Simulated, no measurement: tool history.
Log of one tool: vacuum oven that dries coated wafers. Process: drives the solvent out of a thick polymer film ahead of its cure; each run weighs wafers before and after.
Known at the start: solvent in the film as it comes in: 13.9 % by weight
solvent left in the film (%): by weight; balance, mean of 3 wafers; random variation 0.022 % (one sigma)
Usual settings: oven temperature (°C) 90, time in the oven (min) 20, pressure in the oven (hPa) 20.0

| run | hour | oven temperature (°C) | time in the oven (min) | pressure in the oven (hPa) | solvent left in the film (%) |
|---|---|---|---|---|---|
| 1 | 0.0 | 90 | 20 | 20.0 | 1.86 |
| 2 | 6.3 | 90 | 20 | 20.0 | 1.82 |
| 3 | 16.3 | 88 | 20 | 20.0 | 2.21 |
| 4 | 27.4 | 90 | 20 | 20.0 | 1.82 |
| 5 | 38.9 | 90 | 20 | 20.0 | 1.82 |
| 6 | 49.6 | 90 | 20 | 20.0 | 1.86 |
| 7 | 62.3 | 99 | 20 | 20.0 | 0.76 |
| 8 | 72.8 | 99 | 20 | 20.0 | 0.79 |
| 9 | 79.1 | 99 | 20 | 20.0 | 0.77 |
| 10 | 84.7 | 99 | 20 | 20.0 | 0.79 |
| 11 | 90.3 | 90 | 20 | 20.0 | 1.86 |
| 12 | 103.6 | 90 | 20 | 20.0 | 1.85 |
| 13 | 117.1 | 90 | 20 | 19.5 | 1.86 |
| 14 | 129.2 | 92 | 20 | 20.0 | 1.51 |
| 15 | 139.7 | 92 | 20 | 20.0 | 1.53 |
| 16 | 147.3 | 92 | 20 | 20.0 | 1.53 |
| 17 | 157.5 | 92 | 20 | 48.6 | 2.24 |
| 18 | 165.1 | 83 | 20 | 20.0 | 3.22 |
| 19 | 176.4 | 83 | 20 | 20.0 | 3.19 |
| 20 | 185.6 | 83 | 25 | 20.0 | 2.43 |
| 21 | 193.0 | 83 | 25 | 20.0 | 2.45 |
| 22 | 206.6 | 90 | 32 | 20.0 | 0.92 |
| 23 | 216.5 | 90 | 32 | 20.0 | 0.95 |
| 24 | 226.0 | 82 | 17 | 28.0 | 4.27 |
| 25 | 237.0 | 90 | 17 | 24.3 | 2.43 |
| 26 | 248.9 | 93 | 12 | 41.1 | 3.29 |
| 27 | 261.9 | 93 | 12 | 41.1 | 3.32 |
| 28 | 270.8 | 93 | 12 | 41.1 | 3.29 |
| 29 | 282.4 | 89 | 13 | 42.6 | 3.88 |
|  | 285.4 | oven's thermocouples calibrated |
| 30 | 295.2 | 93 | 13 | 42.6 | 3.01 |
| 31 | 307.3 | 93 | 13 | 42.6 | 3.04 |
| 32 | 318.0 | 95 | 22 | 33.8 | 1.31 |
| 33 | 324.3 | 98 | 20 | 20.0 | 0.80 |
|  | 331.5 | oven's thermocouples calibrated, once more |
| 34 | 333.2 | 101 | 20 | 20.0 | 0.72 |
| 35 | 338.6 | 92 | 22 | 58.9 | 2.54 |
| 36 | 347.6 | 104 | 22 | 15.3 | 0.39 |
| 37 | 357.3 | 90 | 20 | 13.4 | 1.80 |
| 38 | 365.6 | 90 | 25 | 40.9 | 2.07 |
| 39 | 375.2 | 90 | 25 | 40.9 | 2.08 |
| 40 | 386.6 | 104 | 19 | 20.0 | 0.62 |
| 41 | 394.2 | 104 | 19 | 20.0 | 0.56 |
| 42 | 403.3 | 83 | 15 | 35.6 | 4.94 |
| 43 | 410.5 | 83 | 22 | 20.0 | 3.05 |
| 44 | 418.9 | 93 | 22 | 42.8 | 1.94 |
| 45 | 429.5 | 82 | 22 | 33.1 | 3.71 |
| 46 | 436.7 | 82 | 21 | 33.1 | 3.92 |

Forecast each of these 5 alternatives for the next run:
| A | 443.2 | 90 | 20 | 11.2 | ? |
| B | 443.2 | 86 | 21 | 33.1 | ? |
| C | 443.2 | 81 | 20 | 20.0 | ? |
| D | 443.2 | 75 | 29 | 24.7 | ? |
| E | 443.2 | 98 | 25 | 37.1 | ? |

| run | solvent left in the film (%) |
|---|---|
| A | 1.68 |
| B | 2.99 |
| C | 3.86 |
| D | 4.22 |
| E | 1.11 |
Without the tool's hidden state the same runs would have given:
| run | solvent left in the film (%) |
|---|---|
| A | 1.53 |
| B | 2.81 |
| C | 3.66 |
| D | 3.99 |
| E | 1.03 |

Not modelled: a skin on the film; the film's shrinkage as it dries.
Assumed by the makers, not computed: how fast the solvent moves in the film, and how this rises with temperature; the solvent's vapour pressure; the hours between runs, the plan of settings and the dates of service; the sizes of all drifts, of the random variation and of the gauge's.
